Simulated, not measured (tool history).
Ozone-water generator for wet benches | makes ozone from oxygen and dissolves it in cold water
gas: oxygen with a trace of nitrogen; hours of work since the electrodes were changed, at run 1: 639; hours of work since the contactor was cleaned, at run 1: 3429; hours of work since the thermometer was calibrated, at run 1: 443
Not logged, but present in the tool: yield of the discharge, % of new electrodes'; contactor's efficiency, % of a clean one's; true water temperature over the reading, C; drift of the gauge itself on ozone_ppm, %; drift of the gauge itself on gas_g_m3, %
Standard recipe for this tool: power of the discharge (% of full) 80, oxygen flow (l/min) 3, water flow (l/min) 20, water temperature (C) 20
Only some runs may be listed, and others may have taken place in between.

run	hour	power of the discharge (% of full)	oxygen flow (l/min)	water flow (l/min)	water temperature (C)	hours of work since the electrodes were changed	hours of work since the contactor was cleaned	hours of work since the thermometer was calibrated	dissolved ozone (ppm)	ozone in the gas ahead of the water (g/m3)
1	0	80	3	20	20	639	3429	443	15.7	208.8
2	50.6	80	3	20	20	685	3475	489	15.6	210.4
3	121	80	3	20	20	749	3540	553	15.7	207.4
4	189.8	80	3	20	20	812	3602	616	15.9	206.8
5	246.5	80	3	20	20	864	3654	668	15.6	207.3
6	282.1	80	3	20	20	896	3686	700	15.6	209
7	351.8	80	3	20	20	959	3749	763	15.5	207.5
# hour 355.3: water thermometer calibrated
8	417.4	80	3	20	20	1018	3809	56	15.7	208.4
9	451.3	80	3.88	20	13	1049	3839	87	16.8	174.6
# hour 505.4: water thermometer calibrated, once more
10	521.8	55	3.88	20	13	1113	3903	15	12.2	128.9
11	568	80	1.6	20	15	1155	3945	57	15.5	316.3
12	605.8	59	3	19	16	1189	3979	91	13.2	160.9
13	650.3	96	3	19	18	1230	4020	132	19.3	240.5
14	701.5	96	3	19	18	1276	4066	178	19.1	241.3

Below, some changes in dissolved ozone (ppm) between adjacent runs. For each, the amount present without the hidden state too (settings, incoming material, random variation) and the amount remaining for the hidden state with gauge scatter not shared by both compared results:
Run 12 -> 13: power of the discharge (% of full) 59 -> 96, water temperature (C) 16 -> 18. dissolved ozone (ppm) +6.1: hidden state -0.6, all else +6.7.
